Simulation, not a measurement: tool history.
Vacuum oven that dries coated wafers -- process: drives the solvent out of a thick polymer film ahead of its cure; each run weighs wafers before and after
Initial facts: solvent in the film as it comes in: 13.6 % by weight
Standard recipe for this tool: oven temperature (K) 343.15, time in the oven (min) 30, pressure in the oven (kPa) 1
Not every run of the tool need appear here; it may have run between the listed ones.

{"run": 1, "hour": 0.0, "oven temperature (K)": 343.15, "time in the oven (min)": 30, "pressure in the oven (kPa)": 1, "solvent left in the film (%)": 1.617}
{"run": 2, "hour": 10.1, "oven temperature (K)": 343.15, "time in the oven (min)": 30, "pressure in the oven (kPa)": 1, "solvent left in the film (%)": 1.617}
{"run": 3, "hour": 18.6, "oven temperature (K)": 343.15, "time in the oven (min)": 30, "pressure in the oven (kPa)": 1, "solvent left in the film (%)": 1.619}
{"run": 4, "hour": 29.4, "oven temperature (K)": 343.15, "time in the oven (min)": 30, "pressure in the oven (kPa)": 1, "solvent left in the film (%)": 1.603}
{"run": 5, "hour": 35.6, "oven temperature (K)": 343.15, "time in the oven (min)": 46, "pressure in the oven (kPa)": 1, "solvent left in the film (%)": 0.765}
{"run": 6, "hour": 41.5, "oven temperature (K)": 348.15, "time in the oven (min)": 46, "pressure in the oven (kPa)": 1, "solvent left in the film (%)": 0.395}
{"run": 7, "hour": 53.1, "oven temperature (K)": 348.15, "time in the oven (min)": 46, "pressure in the oven (kPa)": 1, "solvent left in the film (%)": 0.374}
{"run": 8, "hour": 60.3, "oven temperature (K)": 353.15, "time in the oven (min)": 30, "pressure in the oven (kPa)": 1, "solvent left in the film (%)": 0.368}
{"run": 9, "hour": 72.1, "oven temperature (K)": 353.15, "time in the oven (min)": 30, "pressure in the oven (kPa)": 1, "solvent left in the film (%)": 0.37}
{"run": 10, "hour": 82.5, "oven temperature (K)": 353.15, "time in the oven (min)": 30, "pressure in the oven (kPa)": 1, "solvent left in the film (%)": 0.359}
{"hour": 87.9, "done": "oven's thermocouples calibrated"}
{"run": 11, "hour": 91.4, "oven temperature (K)": 353.15, "time in the oven (min)": 30, "pressure in the oven (kPa)": 1, "solvent left in the film (%)": 0.392}
{"run": 12, "hour": 101.3, "oven temperature (K)": 353.15, "time in the oven (min)": 30, "pressure in the oven (kPa)": 1, "solvent left in the film (%)": 0.394}
{"run": 13, "hour": 110.1, "oven temperature (K)": 343.15, "time in the oven (min)": 30, "pressure in the oven (kPa)": 1, "solvent left in the film (%)": 1.746}
{"run": 14, "hour": 115.4, "oven temperature (K)": 343.15, "time in the oven (min)": 30, "pressure in the oven (kPa)": 1, "solvent left in the film (%)": 1.775}
{"run": 15, "hour": 123.4, "oven temperature (K)": 343.15, "time in the oven (min)": 30, "pressure in the oven (kPa)": 1, "solvent left in the film (%)": 1.746}
{"run": 16, "hour": 129.0, "oven temperature (K)": 343.15, "time in the oven (min)": 30, "pressure in the oven (kPa)": 1, "solvent left in the film (%)": 1.754}
{"run": 17, "hour": 138.5, "oven temperature (K)": 343.15, "time in the oven (min)": 30, "pressure in the oven (kPa)": 1, "solvent left in the film (%)": 1.741}
{"run": 18, "hour": 145.9, "oven temperature (K)": 343.15, "time in the oven (min)": 30, "pressure in the oven (kPa)": 1, "solvent left in the film (%)": 1.768}
{"run": 19, "hour": 152.1, "oven temperature (K)": 346.15, "time in the oven (min)": 43, "pressure in the oven (kPa)": 1, "solvent left in the film (%)": 0.591}
{"run": 20, "hour": 160.7, "oven temperature (K)": 346.15, "time in the oven (min)": 43, "pressure in the oven (kPa)": 1, "solvent left in the film (%)": 0.58}
{"run": 21, "hour": 172.6, "oven temperature (K)": 343.15, "time in the oven (min)": 24, "pressure in the oven (kPa)": 1.63, "solvent left in the film (%)": 2.627}
{"run": 22, "hour": 181.6, "oven temperature (K)": 343.15, "time in the oven (min)": 24, "pressure in the oven (kPa)": 1.57, "solvent left in the film (%)": 2.615}
{"run": 23, "hour": 189.1, "oven temperature (K)": 343.15, "time in the oven (min)": 48, "pressure in the oven (kPa)": 2.43, "solvent left in the film (%)": 1.275}
{"run": 24, "hour": 198.9, "oven temperature (K)": 343.15, "time in the oven (min)": 48, "pressure in the oven (kPa)": 2.43, "solvent left in the film (%)": 1.265}
{"run": 25, "hour": 208.5, "oven temperature (K)": 341.15, "time in the oven (min)": 50, "pressure in the oven (kPa)": 2.49, "solvent left in the film (%)": 1.546}
{"run": 26, "hour": 215.4, "oven temperature (K)": 341.15, "time in the oven (min)": 50, "pressure in the oven (kPa)": 2.49, "solvent left in the film (%)": 1.526}
{"run": 27, "hour": 224.5, "oven temperature (K)": 341.15, "time in the oven (min)": 50, "pressure in the oven (kPa)": 2.49, "solvent left in the film (%)": 1.519}
{"run": 28, "hour": 232.2, "oven temperature (K)": 353.15, "time in the oven (min)": 30, "pressure in the oven (kPa)": 1.04, "solvent left in the film (%)": 0.399}
{"run": 29, "hour": 241.7, "oven temperature (K)": 343.15, "time in the oven (min)": 17, "pressure in the oven (kPa)": 1.22, "solvent left in the film (%)": 3.756}
{"run": 30, "hour": 253.2, "oven temperature (K)": 343.15, "time in the oven (min)": 17, "pressure in the oven (kPa)": 1.22, "solvent left in the film (%)": 3.774}
{"run": 31, "hour": 259.6, "oven temperature (K)": 343.15, "time in the oven (min)": 17, "pressure in the oven (kPa)": 1.22, "solvent left in the film (%)": 3.766}
{"run": 32, "hour": 269.9, "oven temperature (K)": 343.15, "time in the oven (min)": 17, "pressure in the oven (kPa)": 1.22, "solvent left in the film (%)": 3.741}
{"run": 33, "hour": 277.8, "oven temperature (K)": 339.15, "time in the oven (min)": 39, "pressure in the oven (kPa)": 1.51, "solvent left in the film (%)": 2.135}
{"run": 34, "hour": 286.9, "oven temperature (K)": 350.15, "time in the oven (min)": 39, "pressure in the oven (kPa)": 1.51, "solvent left in the film (%)": 0.546}

Measured result minus the same run's result without the hidden state. Both carry the same run-to-run variation, though not necessarily the same gauge scatter:
Hidden conditions of the tool in this case: true wafer temperature over the reading, C; true pressure over the reading, kPa; drift of the gauge itself on solvent_pct, %.
run=1 solvent_left_in_the_film_(%)=-0.067
run=2 solvent_left_in_the_film_(%)=-0.068
run=3 solvent_left_in_the_film_(%)=-0.069
run=4 solvent_left_in_the_film_(%)=-0.07
run=5 solvent_left_in_the_film_(%)=-0.025
run=6 solvent_left_in_the_film_(%)=+0.003
run=7 solvent_left_in_the_film_(%)=+0.003
run=8 solvent_left_in_the_film_(%)=-0.003
run=9 solvent_left_in_the_film_(%)=-0.003
run=10 solvent_left_in_the_film_(%)=-0.003
run=11 solvent_left_in_the_film_(%)=+0.034
run=12 solvent_left_in_the_film_(%)=+0.034
run=13 solvent_left_in_the_film_(%)=+0.083
run=14 solvent_left_in_the_film_(%)=+0.082
run=15 solvent_left_in_the_film_(%)=+0.08
run=16 solvent_left_in_the_film_(%)=+0.079
run=17 solvent_left_in_the_film_(%)=+0.078
run=18 solvent_left_in_the_film_(%)=+0.078
run=19 solvent_left_in_the_film_(%)=+0.048
run=20 solvent_left_in_the_film_(%)=+0.047
run=21 solvent_left_in_the_film_(%)=+0.079
run=22 solvent_left_in_the_film_(%)=+0.078
run=23 solvent_left_in_the_film_(%)=+0.059
run=24 solvent_left_in_the_film_(%)=+0.058
run=25 solvent_left_in_the_film_(%)=+0.065
run=26 solvent_left_in_the_film_(%)=+0.064
run=27 solvent_left_in_the_film_(%)=+0.063
run=28 solvent_left_in_the_film_(%)=+0.034
run=29 solvent_left_in_the_film_(%)=+0.066
run=30 solvent_left_in_the_film_(%)=+0.064
run=31 solvent_left_in_the_film_(%)=+0.063
run=32 solvent_left_in_the_film_(%)=+0.061
run=33 solvent_left_in_the_film_(%)=+0.069
run=34 solvent_left_in_the_film_(%)=+0.038
